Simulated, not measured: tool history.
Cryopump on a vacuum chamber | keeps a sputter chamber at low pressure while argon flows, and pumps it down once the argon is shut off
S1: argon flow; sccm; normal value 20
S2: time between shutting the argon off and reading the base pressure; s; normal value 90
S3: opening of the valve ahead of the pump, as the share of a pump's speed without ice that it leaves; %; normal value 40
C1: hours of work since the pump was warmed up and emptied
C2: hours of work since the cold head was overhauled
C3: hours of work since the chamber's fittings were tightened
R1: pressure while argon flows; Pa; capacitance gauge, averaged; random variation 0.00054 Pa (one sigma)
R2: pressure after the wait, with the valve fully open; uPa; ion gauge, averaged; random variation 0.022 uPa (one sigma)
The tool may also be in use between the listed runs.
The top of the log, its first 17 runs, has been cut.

{"run": 18, "hour": 253.6, "S1": 37, "S2": 55, "S3": 37, "C1": 334, "C2": 334, "C3": 60, "R1": 0.117, "R2": 0.8}
{"run": 19, "hour": 273.0, "S1": 37, "S2": 55, "S3": 37, "C1": 345, "C2": 345, "C3": 71, "R1": 0.1179, "R2": 0.84}
{"run": 20, "hour": 291.5, "S1": 9, "S2": 83, "S3": 37, "C1": 355, "C2": 355, "C3": 82, "R1": 0.0295, "R2": 0.66}
{"run": 21, "hour": 312.9, "S1": 17, "S2": 252, "S3": 37, "C1": 367, "C2": 367, "C3": 94, "R1": 0.0535, "R2": 0.38}
{"run": 22, "hour": 330.9, "S1": 17, "S2": 252, "S3": 37, "C1": 377, "C2": 377, "C3": 104, "R1": 0.0547, "R2": 0.44}
{"run": 23, "hour": 345.0, "S1": 24, "S2": 95, "S3": 40, "C1": 385, "C2": 385, "C3": 112, "R1": 0.0714, "R2": 0.6}
{"run": 24, "hour": 359.5, "S1": 14, "S2": 95, "S3": 18, "C1": 393, "C2": 393, "C3": 120, "R1": 0.0878, "R2": 0.6}
{"run": 25, "hour": 376.9, "S1": 25, "S2": 110, "S3": 29, "C1": 403, "C2": 403, "C3": 130, "R1": 0.1014, "R2": 0.58}
{"run": 26, "hour": 395.2, "S1": 12, "S2": 44, "S3": 57, "C1": 413, "C2": 413, "C3": 140, "R1": 0.0273, "R2": 1.0}
{"run": 27, "hour": 415.8, "S1": 9, "S2": 120, "S3": 29, "C1": 425, "C2": 425, "C3": 151, "R1": 0.0361, "R2": 0.57}
{"run": 28, "hour": 437.3, "S1": 20, "S2": 50, "S3": 40, "C1": 437, "C2": 437, "C3": 164, "R1": 0.0618, "R2": 0.93}
{"run": 29, "hour": 453.5, "S1": 29, "S2": 50, "S3": 16, "C1": 446, "C2": 446, "C3": 173, "R1": 0.2039, "R2": 0.99}
{"run": 30, "hour": 465.4, "S1": 18, "S2": 105, "S3": 51, "C1": 453, "C2": 453, "C3": 179, "R1": 0.0451, "R2": 0.59}
{"run": 31, "hour": 477.3, "S1": 26, "S2": 34, "S3": 26, "C1": 459, "C2": 459, "C3": 186, "R1": 0.1176, "R2": 1.22}
{"run": 32, "hour": 498.1, "S1": 20, "S2": 64, "S3": 52, "C1": 471, "C2": 471, "C3": 198, "R1": 0.0491, "R2": 0.8}
{"run": 33, "hour": 509.6, "S1": 26, "S2": 64, "S3": 52, "C1": 477, "C2": 477, "C3": 204, "R1": 0.0651, "R2": 0.79}
{"run": 34, "hour": 526.0, "S1": 26, "S2": 64, "S3": 52, "C1": 487, "C2": 487, "C3": 213, "R1": 0.0652, "R2": 0.83}

4 ways to go on from here, each from the tool as it stands after run 34. What would each give?
{"run": "A", "hour": 547.1, "S1": 28, "S2": 64, "S3": 52, "C1": 499, "C2": 499, "C3": 225, "R1": "?", "R2": "?"}
{"run": "B", "hour": 547.1, "S1": 11, "S2": 25, "S3": 40, "C1": 499, "C2": 499, "C3": 225, "R1": "?", "R2": "?"}
{"run": "C", "hour": 547.1, "S1": 20, "S2": 53, "S3": 40, "C1": 499, "C2": 499, "C3": 225, "R1": "?", "R2": "?"}
{"run": "D", "hour": 547.1, "S1": 20, "S2": 99, "S3": 40, "C1": 499, "C2": 499, "C3": 225, "R1": "?", "R2": "?"}

run=A R1=0.0706 R2=0.81
run=B R1=0.0345 R2=1.63
run=C R1=0.0622 R2=0.94
run=D R1=0.0625 R2=0.64
Stripped of hidden state, with their random variation kept, the same runs would have yielded:
run=A R1=0.0574 R2=0.66
run=B R1=0.0293 R2=1.48
run=C R1=0.0529 R2=0.79
run=D R1=0.0531 R2=0.50
